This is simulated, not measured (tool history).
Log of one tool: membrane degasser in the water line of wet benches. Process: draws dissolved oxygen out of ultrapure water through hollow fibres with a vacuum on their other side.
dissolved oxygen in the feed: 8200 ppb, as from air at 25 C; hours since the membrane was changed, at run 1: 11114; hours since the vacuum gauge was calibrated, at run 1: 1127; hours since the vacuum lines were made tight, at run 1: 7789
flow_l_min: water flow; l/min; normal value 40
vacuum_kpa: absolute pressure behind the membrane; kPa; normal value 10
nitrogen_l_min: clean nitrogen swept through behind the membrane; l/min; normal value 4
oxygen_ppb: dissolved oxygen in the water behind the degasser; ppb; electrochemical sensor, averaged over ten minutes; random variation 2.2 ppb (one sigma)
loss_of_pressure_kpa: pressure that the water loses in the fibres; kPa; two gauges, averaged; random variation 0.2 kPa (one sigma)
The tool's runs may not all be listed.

| run | hour | flow_l_min | vacuum_kpa | nitrogen_l_min | hours since the membrane was changed | hours since the vacuum gauge was calibrated | hours since the vacuum lines were made tight | oxygen_ppb | loss_of_pressure_kpa |
|---|---|---|---|---|---|---|---|---|---|
| 1 | 0 | 40 | 10 | 4 | 11114 | 1127 | 7789 | 258 | 46.62 |
| 2 | 160.4 | 40 | 10 | 4 | 11275 | 1287 | 7950 | 263.8 | 46.39 |
| 3 | 354.4 | 40 | 10 | 4 | 11469 | 1481 | 8144 | 259.6 | 46.55 |
| 4 | 626.4 | 40 | 6.4 | 4 | 11741 | 1753 | 8416 | 184 | 46.73 |
| 5 | 903.8 | 61 | 10 | 4 | 12018 | 2030 | 8693 | 521.9 | 71.43 |
| 6 | 1060.7 | 61 | 10 | 4 | 12175 | 2187 | 8850 | 527.4 | 71.6 |
|  | 1096.9 | seals of the vacuum lines changed |
| 7 | 1306.2 | 61 | 10 | 4 | 12418 | 2431 | 209 | 532.2 | 71.38 |
| 8 | 1531.8 | 61 | 10 | 4 | 12644 | 2656 | 435 | 524.9 | 72.09 |
| 9 | 1785 | 61 | 10 | 4 | 12897 | 2909 | 688 | 529.8 | 72.6 |
| 10 | 2095.4 | 61 | 10 | 4 | 13208 | 3220 | 998 | 532.1 | 72.71 |
| 11 | 2220.6 | 61 | 10 | 4 | 13333 | 3345 | 1124 | 529 | 72.28 |
| 12 | 2440.6 | 40 | 10 | 5.64 | 13553 | 3565 | 1344 | 229 | 47.36 |
| 13 | 2582.8 | 40 | 10 | 4 | 13695 | 3707 | 1486 | 270.8 | 47.5 |
|  | 2611.7 | vacuum gauge calibrated |
| 14 | 2894.1 | 40 | 10 | 4 | 14006 | 282 | 1797 | 273.9 | 47.88 |
| 15 | 3124.1 | 40 | 10 | 4 | 14236 | 512 | 2027 | 278 | 48.08 |
| 16 | 3343.1 | 53 | 10 | 4 | 14455 | 731 | 2246 | 435.7 | 63.74 |
| 17 | 3605.1 | 28 | 9.2 | 2.2 | 14717 | 993 | 2508 | 217.4 | 33.75 |

Estimate the outcome of run 18 from the log above:
|  | 3732 | membrane cartridge changed |
|  | 3781.6 | vacuum gauge calibrated, once more |
| 18 | 3794.1 | 60 | 15.5 | 4.26 | 62 | 13 | 2692 | ? | ? |

oxygen_ppb: 571.2 ppb
loss_of_pressure_kpa: 63.24 kPa
Had the tool carried no hidden state, the very same run would have given oxygen_ppb 569.6 ppb, loss_of_pressure_kpa 63.21 kPa.
